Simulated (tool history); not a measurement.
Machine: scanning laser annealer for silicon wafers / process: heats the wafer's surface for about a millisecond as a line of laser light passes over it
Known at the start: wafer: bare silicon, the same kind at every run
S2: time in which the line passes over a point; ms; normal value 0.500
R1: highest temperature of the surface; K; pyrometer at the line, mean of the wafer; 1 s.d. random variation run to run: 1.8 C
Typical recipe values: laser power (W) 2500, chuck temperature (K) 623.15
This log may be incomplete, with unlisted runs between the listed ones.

Run 1, day 0.000: usual settings. Result: R1 1312.15 K.
Run 2, day 2.921: usual settings. Result: R1 1308.15 K.
Run 3, day 4.762: usual settings but chuck temperature (K) 594.15. Result: R1 1275.15 K.
Run 4, day 6.162: usual settings but chuck temperature (K) 594.15. Result: R1 1272.15 K.
Run 5, day 7.942: usual settings but chuck temperature (K) 594.15. Result: R1 1270.15 K.
Run 6, day 10.392: usual settings but laser power (W) 2284, chuck temperature (K) 594.15. Result: R1 1194.15 K.
At day 10.729: window over the wafer cleaned.
Run 7, day 13.617: usual settings. Result: R1 1287.15 K.
At day 14.404: optics aligned, line set to its width.
Run 8, day 16.038: usual settings but chuck temperature (K) 634.15. Result: R1 1301.15 K.
Run 9, day 19.300: usual settings but laser power (W) 2668. Result: R1 1339.15 K.
Run 10, day 21.262: usual settings but laser power (W) 2458, S2 0.442 ms, chuck temperature (K) 656.15. Result: R1 1261.15 K.
Run 11, day 24.325: usual settings but laser power (W) 2143, S2 0.588 ms. Result: R1 1215.15 K.
At day 24.783: window over the wafer cleaned, once more.
Run 12, day 27.308: usual settings but chuck temperature (K) 604.15. Result: R1 1310.15 K.
Run 13, day 30.704: usual settings but laser power (W) 2547. Result: R1 1338.15 K.
Run 14, day 34.038: usual settings but S2 0.413 ms, chuck temperature (K) 615.15. Result: R1 1243.15 K.
Run 15, day 37.229: usual settings but laser power (W) 2581, S2 0.419 ms, chuck temperature (K) 641.15. Result: R1 1290.15 K.
Run 16, day 39.721: usual settings but laser power (W) 2581, S2 0.419 ms, chuck temperature (K) 614.15. Result: R1 1265.15 K.
Run 17, day 41.429: usual settings but laser power (W) 2581, S2 0.419 ms, chuck temperature (K) 614.15. Result: R1 1258.15 K.
Run 18, day 43.238: usual settings but laser power (W) 2217. Result: R1 1205.15 K.

Per-run results on a tool with no hidden state, each run keeping its own random variation:
Unlogged tool condition in this case: light that passes the window, % of a clean one's; laser's true power over the reading, %; width of the line over the set one, %; drift of the gauge itself on peak_c, C.
run       R1
  1  1340.15
  2  1341.15
  3  1312.15
  4  1310.15
  5  1311.15
  6  1235.15
  7  1342.15
  8  1348.15
  9  1396.15
 10  1312.15
 11  1271.15
 12  1321.15
 13  1355.15
 14  1263.15
 15  1316.15
 16  1295.15
 17  1291.15
 18  1238.15
